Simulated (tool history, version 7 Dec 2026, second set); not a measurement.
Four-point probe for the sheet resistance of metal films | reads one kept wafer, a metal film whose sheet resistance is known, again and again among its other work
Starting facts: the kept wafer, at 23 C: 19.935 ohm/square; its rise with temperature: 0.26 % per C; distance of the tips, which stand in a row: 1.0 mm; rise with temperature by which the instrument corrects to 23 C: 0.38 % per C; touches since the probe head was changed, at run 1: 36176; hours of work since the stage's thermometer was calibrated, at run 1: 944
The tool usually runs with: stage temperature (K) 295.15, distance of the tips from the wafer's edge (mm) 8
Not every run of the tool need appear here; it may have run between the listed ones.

run,day,stage temperature (K),distance of the tips from the wafer's edge (mm),touches since the probe head was changed,hours of work since the stage's thermometer was calibrated,sheet resistance as the instrument gives it (ohm/square)
1,0.000,295.15,8,36176,944,20.056438
2,1.571,295.15,8,37529,970,20.054002
3,3.342,295.15,8,39052,999,20.063175
4,5.488,295.15,8,40897,1035,20.060599
5,6.654,295.15,8,41903,1055,20.061106
6,8.033,295.15,8,43088,1078,20.063433
7,10.162,295.15,19,44920,1114,19.915965
8,12.533,295.15,19,46960,1153,19.922604
# day 12.700: stage's thermometer calibrated
9,14.358,295.15,19,48513,28,19.919483
10,16.229,295.15,19,50121,59,19.918188
# day 17.821: stage's thermometer calibrated, once more
11,18.621,295.15,3,52162,13,20.982407
12,20.650,295.15,3,53910,47,20.992188
13,22.462,302.15,8,55470,78,19.885013
14,23.725,303.15,7,56554,99,19.909396
15,25.183,306.15,18,57810,123,19.664109
16,26.792,306.15,18,59194,150,19.662394
17,29.088,291.15,49,61169,189,19.959776
18,30.975,291.15,49,62792,220,19.963503
19,32.204,291.15,18,63853,241,19.984652

4 ways to go on from here, each from the tool as it stands after run 19. What would each give?
A,34.479,300.15,18,65809,279,?
B,34.479,293.15,12,65809,279,?
C,34.479,305.15,18,65809,279,?
D,34.479,292.15,29,65809,279,?

run,sheet resistance as the instrument gives it (ohm/square)
A,19.788563
B,19.987118
C,19.683183
D,19.944223
With no hidden state in the tool, these same runs would have given:
run,sheet resistance as the instrument gives it (ohm/square)
A,19.880007
B,20.079468
C,19.774138
D,20.036398

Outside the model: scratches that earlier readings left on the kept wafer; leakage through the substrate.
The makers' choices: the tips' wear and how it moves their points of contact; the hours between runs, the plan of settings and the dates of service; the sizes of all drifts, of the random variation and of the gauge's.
